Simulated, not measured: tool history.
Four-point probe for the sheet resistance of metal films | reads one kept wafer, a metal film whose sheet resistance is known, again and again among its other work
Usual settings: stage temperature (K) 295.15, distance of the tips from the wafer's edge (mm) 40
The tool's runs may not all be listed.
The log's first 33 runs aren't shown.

| run | hour | stage temperature (K) | distance of the tips from the wafer's edge (mm) | sheet resistance as the instrument gives it (ohm/square) |
|---|---|---|---|---|
| 34 | 1554.9 | 306.15 | 40 | 0.130293 |
| 35 | 1591.5 | 294.15 | 44 | 0.131203 |
| 36 | 1621.4 | 293.15 | 40 | 0.131297 |
| 37 | 1677.9 | 302.15 | 40 | 0.130634 |
| 38 | 1738.6 | 302.15 | 40 | 0.130588 |
| 39 | 1780.4 | 302.15 | 40 | 0.130637 |
| 40 | 1840.8 | 306.15 | 34 | 0.130318 |
| 41 | 1883.3 | 303.15 | 12 | 0.131319 |
| 42 | 1926.4 | 297.15 | 36 | 0.131047 |
| 43 | 1956 | 296.15 | 47 | 0.131021 |
| 44 | 1997.4 | 293.15 | 4 | 0.137979 |

5 ways to go on from here, each from the tool as it stands after run 44. What would each give?
| A | 2057.1 | 308.15 | 41 | ? |
| B | 2057.1 | 293.15 | 4 | ? |
| C | 2057.1 | 308.15 | 14 | ? |
| D | 2057.1 | 298.15 | 15 | ? |
| E | 2057.1 | 293.15 | 40 | ? |

| run | sheet resistance as the instrument gives it (ohm/square) |
|---|---|
| A | 0.130152 |
| B | 0.137985 |
| C | 0.130618 |
| D | 0.13137 |
| E | 0.131283 |
Without the tool's hidden state the same runs would have given:
| run | sheet resistance as the instrument gives it (ohm/square) |
|---|---|
| A | 0.130157 |
| B | 0.137989 |
| C | 0.130623 |
| D | 0.131374 |
| E | 0.131288 |
